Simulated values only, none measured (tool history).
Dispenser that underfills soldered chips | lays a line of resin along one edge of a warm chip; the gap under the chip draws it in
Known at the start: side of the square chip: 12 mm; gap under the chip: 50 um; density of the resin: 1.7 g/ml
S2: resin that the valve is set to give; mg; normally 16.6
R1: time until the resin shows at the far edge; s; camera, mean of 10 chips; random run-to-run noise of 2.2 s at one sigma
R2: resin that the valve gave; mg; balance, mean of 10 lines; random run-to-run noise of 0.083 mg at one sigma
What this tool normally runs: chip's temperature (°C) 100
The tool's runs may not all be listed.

run 1 hour=0 | chip's_temperature_(°C)=100 S2=16.6 | R1=298.2 R2=15.94
run 2 hour=5.9 | chip's_temperature_(°C)=100 S2=16.1 | R1=270.9 R2=15.39
run 3 hour=12.7 | chip's_temperature_(°C)=100 S2=16.2 | R1=229.8 R2=15.6
run 4 hour=16.5 | chip's_temperature_(°C)=100 S2=16.6 | R1=282.1 R2=16.11
run 5 hour=20.8 | chip's_temperature_(°C)=100 S2=16.6 | R1=216 R2=15.85
run 6 hour=27.5 | chip's_temperature_(°C)=111 S2=16.6 | R1=212.8 R2=15.93
run 7 hour=30.8 | chip's_temperature_(°C)=111 S2=16.6 | R1=159.6 R2=15.84
run 8 hour=37.2 | chip's_temperature_(°C)=100 S2=16.6 | R1=323.8 R2=15.9
run 9 hour=43.3 | chip's_temperature_(°C)=100 S2=16.6 | R1=276.4 R2=15.89
run 10 hour=46.4 | chip's_temperature_(°C)=110 S2=16.6 | R1=234.6 R2=15.97
run 11 hour=49.9 | chip's_temperature_(°C)=110 S2=16.6 | R1=174 R2=15.91
run 12 hour=57.3 | chip's_temperature_(°C)=100 S2=16.6 | R1=226.4 R2=15.82
run 13 hour=62.7 | chip's_temperature_(°C)=100 S2=16.6 | R1=301.2 R2=15.91
run 14 hour=68.8 | chip's_temperature_(°C)=100 S2=16.6 | R1=252.2 R2=15.88
run 15 hour=72.9 | chip's_temperature_(°C)=100 S2=16.6 | R1=313.4 R2=15.78
run 16 hour=80.3 | chip's_temperature_(°C)=100 S2=16.6 | R1=295.3 R2=15.8
run 17 hour=87.1 | chip's_temperature_(°C)=100 S2=21.2 | R1=254.4 R2=20.06
run 18 hour=90.7 | chip's_temperature_(°C)=100 S2=21.2 | R1=304.9 R2=20.16
run 19 hour=97.8 | chip's_temperature_(°C)=100 S2=21.2 | R1=269.7 R2=19.92
run 20 hour=103.5 | chip's_temperature_(°C)=96 S2=16.7 | R1=281.7 R2=15.58
run 21 hour=107.6 | chip's_temperature_(°C)=96 S2=16.7 | R1=350.8 R2=15.64
run 22 hour=113.5 | chip's_temperature_(°C)=100 S2=18.6 | R1=225.2 R2=18.56
run 23 hour=120.9 | chip's_temperature_(°C)=101 S2=20.3 | R1=195.8 R2=20.32
run 24 hour=125.4 | chip's_temperature_(°C)=95 S2=18.8 | R1=316.9 R2=18.62
run 25 hour=131.1 | chip's_temperature_(°C)=113 S2=20.3 | R1=139.4 R2=20.03
run 26 hour=136.1 | chip's_temperature_(°C)=109 S2=15.8 | R1=211.4 R2=15.72
run 27 hour=139.8 | chip's_temperature_(°C)=100 S2=15.6 | R1=222.4 R2=15.44
run 28 hour=145.7 | chip's_temperature_(°C)=100 S2=15.6 | R1=297.2 R2=15.35
run 29 hour=152.8 | chip's_temperature_(°C)=100 S2=16.6 | R1=271 R2=16.31
run 30 hour=156.9 | chip's_temperature_(°C)=87 S2=16.1 | R1=535.3 R2=15.93
run 31 hour=163.3 | chip's_temperature_(°C)=87 S2=16.1 | R1=454.5 R2=16.02
run 32 hour=167.1 | chip's_temperature_(°C)=100 S2=16.6 | R1=224.2 R2=16.29
run 33 hour=173.5 | chip's_temperature_(°C)=100 S2=16.6 | R1=306 R2=16.3
run 34 hour=176.9 | chip's_temperature_(°C)=110 S2=19.1 | R1=157.1 R2=18.68

Put back what was entered between runs (21 entries, withheld): which listed runs does each sit between, and how does the hidden state differ from the listed run before to the listed run after?
Run 1 -> run 2: new syringe of resin (hour 2.3)
  resin's viscosity, % of fresh resin's: 140.5 -> 122.9; dose that the valve gives, % of what is set: 96.86 -> 96.7; true chip temperature over the reading, C: 0.19 -> 0.2
  measured result minus the result with no hidden state, R1: +86.4 -> +51.1 s; R2: -0.51 -> -0.53 mg
Run 2 -> run 3: new syringe of resin (hour 11.3)
  resin's viscosity, % of fresh resin's: 122.9 -> 106.7; dose that the valve gives, % of what is set: 96.7 -> 96.51; true chip temperature over the reading, C: 0.2 -> 0.21
  measured result minus the result with no hidden state, R1: +51.1 -> +15 s; R2: -0.53 -> -0.56 mg
Run 4 -> run 5: new syringe of resin (hour 20.5)
  resin's viscosity, % of fresh resin's: 130.5 -> 100.6; dose that the valve gives, % of what is set: 96.4 -> 96.29
  measured result minus the result with no hidden state, R1: +66.5 -> +1.9 s; R2: -0.6 -> -0.61 mg
Run 6 -> run 7: new syringe of resin (hour 29.3)
  resin's viscosity, % of fresh resin's: 142.6 -> 108; dose that the valve gives, % of what is set: 96.1 -> 96.01; true chip temperature over the reading, C: 0.23 -> 0.24
  measured result minus the result with no hidden state, R1: +64.1 -> +12.4 s; R2: -0.65 -> -0.66 mg
Run 8 -> run 9: new syringe of resin (hour 38.5)
  resin's viscosity, % of fresh resin's: 150.9 -> 128.2; dose that the valve gives, % of what is set: 95.81 -> 95.64; true chip temperature over the reading, C: 0.25 -> 0.26
  measured result minus the result with no hidden state, R1: +110 -> +61.6 s; R2: -0.7 -> -0.72 mg
Run 10 -> run 11: new syringe of resin (hour 47.7)
  resin's viscosity, % of fresh resin's: 151.3 -> 113.4; dose that the valve gives, % of what is set: 95.55 -> 95.47; true chip temperature over the reading, C: 0.26 -> 0.27
  measured result minus the result with no hidden state, R1: +80.1 -> +21.1 s; R2: -0.74 -> -0.75 mg
Run 11 -> run 12: new syringe of resin (hour 56.5)
  resin's viscosity, % of fresh resin's: 113.4 -> 105.5; dose that the valve gives, % of what is set: 95.47 -> 95.25; true chip temperature over the reading, C: 0.27 -> 0.28
  measured result minus the result with no hidden state, R1: +21.1 -> +12.5 s; R2: -0.75 -> -0.79 mg
Run 13 -> run 14: new syringe of resin (hour 65.4)
  resin's viscosity, % of fresh resin's: 139.8 -> 119.1; dose that the valve gives, % of what is set: 95.08 -> 94.92; true chip temperature over the reading, C: 0.29 -> 0.3
  measured result minus the result with no hidden state, R1: +86.7 -> +41.3 s; R2: -0.81 -> -0.84 mg
Run 15 -> run 16: new syringe of resin (hour 74.1)
  resin's viscosity, % of fresh resin's: 147.3 -> 138.1; dose that the valve gives, % of what is set: 94.8 -> 94.59; true chip temperature over the reading, C: 0.3 -> 0.32
  measured result minus the result with no hidden state, R1: +101.5 -> +82.6 s; R2: -0.87 -> -0.9 mg
Run 16 -> run 17: new syringe of resin (hour 83.3)
  resin's viscosity, % of fresh resin's: 138.1 -> 122.7; dose that the valve gives, % of what is set: 94.59 -> 94.4; true chip temperature over the reading, C: 0.32 -> 0.33
  measured result minus the result with no hidden state, R1: +82.6 -> +45.8 s; R2: -0.9 -> -1.2 mg
Run 18 -> run 19: new syringe of resin (hour 92.6)
  resin's viscosity, % of fresh resin's: 148.3 -> 129.8; dose that the valve gives, % of what is set: 94.29 -> 94.08; true chip temperature over the reading, C: 0.33 -> 0.34
  measured result minus the result with no hidden state, R1: +98 -> +60.6 s; R2: -1.22 -> -1.25 mg
Run 19 -> run 20: new syringe of resin (hour 101.4)
  resin's viscosity, % of fresh resin's: 129.8 -> 114.1; dose that the valve gives, % of what is set: 94.08 -> 93.93; true chip temperature over the reading, C: 0.34 -> 0.35
  measured result minus the result with no hidden state, R1: +60.6 -> +36 s; R2: -1.25 -> -1.01 mg
Run 21 -> run 22: dispensing valve cleaned and set on the balance (hour 110); new syringe of resin (hour 111.8)
  resin's viscosity, % of fresh resin's: 140.7 -> 109.6; dose that the valve gives, % of what is set: 93.8 -> 99.81
  measured result minus the result with no hidden state, R1: +102.7 -> +17.1 s; R2: -1.04 -> -0.03 mg
Run 22 -> run 23: new syringe of resin (hour 120.9)
  resin's viscosity, % of fresh resin's: 109.6 -> 100.6; dose that the valve gives, % of what is set: 99.81 -> 99.58; true chip temperature over the reading, C: 0.36 -> 0.38
  measured result minus the result with no hidden state, R1: +17.1 -> -1.4 s; R2: -0.03 -> -0.09 mg
Run 24 -> run 25: new syringe of resin (hour 130)
  resin's viscosity, % of fresh resin's: 126.5 -> 103.8; dose that the valve gives, % of what is set: 99.45 -> 99.3; true chip temperature over the reading, C: 0.38 -> 0.39
  measured result minus the result with no hidden state, R1: +63.1 -> +3.5 s; R2: -0.1 -> -0.14 mg
Run 26 -> run 27: new syringe of resin (hour 139.2)
  resin's viscosity, % of fresh resin's: 134.6 -> 102.5; dose that the valve gives, % of what is set: 99.16 -> 99.07; true chip temperature over the reading, C: 0.4 -> 0.41
  measured result minus the result with no hidden state, R1: +52.8 -> +2.9 s; R2: -0.13 -> -0.15 mg
Run 28 -> run 29: new syringe of resin (hour 148.5)
  resin's viscosity, % of fresh resin's: 139.6 -> 125.6; dose that the valve gives, % of what is set: 98.89 -> 98.69; true chip temperature over the reading, C: 0.42 -> 0.43
  measured result minus the result with no hidden state, R1: +82.1 -> +52.6 s; R2: -0.17 -> -0.22 mg
Run 30 -> run 31: new syringe of resin (hour 157.8)
  resin's viscosity, % of fresh resin's: 155.7 -> 133.6; dose that the valve gives, % of what is set: 98.56 -> 98.37; true chip temperature over the reading, C: 0.43 -> 0.44
  measured result minus the result with no hidden state, R1: +187.1 -> +110.4 s; R2: -0.23 -> -0.27 mg
Run 31 -> run 32: new syringe of resin (hour 166.5)
  resin's viscosity, % of fresh resin's: 133.6 -> 103.8; dose that the valve gives, % of what is set: 98.37 -> 98.27; true chip temperature over the reading, C: 0.44 -> 0.45
  measured result minus the result with no hidden state, R1: +110.4 -> +5.8 s; R2: -0.27 -> -0.29 mg
Run 33 -> run 34: new syringe of resin (hour 175.7)
  resin's viscosity, % of fresh resin's: 145.1 -> 106.4; dose that the valve gives, % of what is set: 98.07 -> 97.98
  measured result minus the result with no hidden state, R1: +92.7 -> +7.6 s; R2: -0.32 -> -0.39 mg
